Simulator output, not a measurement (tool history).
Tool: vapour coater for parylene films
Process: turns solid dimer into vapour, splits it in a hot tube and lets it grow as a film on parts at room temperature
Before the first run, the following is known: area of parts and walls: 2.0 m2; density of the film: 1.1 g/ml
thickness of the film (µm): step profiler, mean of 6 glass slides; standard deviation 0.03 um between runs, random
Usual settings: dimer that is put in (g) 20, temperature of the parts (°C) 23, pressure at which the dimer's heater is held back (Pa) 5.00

run	hour	dimer that is put in (g)	temperature of the parts (°C)	pressure at which the dimer's heater is held back (Pa)	thickness of the film (µm)
1	0.0	20	23	5.00	4.62
2	18.2	10	23	5.00	2.31
3	51.4	10	23	5.00	2.29
4	78.4	10	23	5.00	2.26
5	118.8	20	18	5.00	5.60
6	150.2	20	18	5.00	5.58
# hour 178.8: trap's valve overhauled
7	193.4	20	18	5.00	6.03
8	218.4	20	23	2.33	5.35
9	236.0	9	23	2.72	2.33
10	263.8	8	23	7.95	1.85
# hour 298.5: table's thermometer calibrated
11	298.5	8	23	7.95	1.76
12	322.4	8	23	7.95	1.76
13	349.8	8	23	7.95	1.75
14	377.9	23	23	5.00	5.25
15	402.2	23	34	5.00	3.28
16	433.3	9	23	5.00	2.05

Alternative continuations, all from the tool just after run 16; predict every row:
A	469.9	12	32	5.00	?
B	469.9	9	23	5.00	?
C	469.9	11	33	8.52	?
D	469.9	20	23	11.65	?

run	thickness of the film (µm)
A	1.83
B	2.02
C	1.54
D	4.07
Without the tool's hidden state the same runs would have given:
run	thickness of the film (µm)
A	1.95
B	2.15
C	1.64
D	4.33
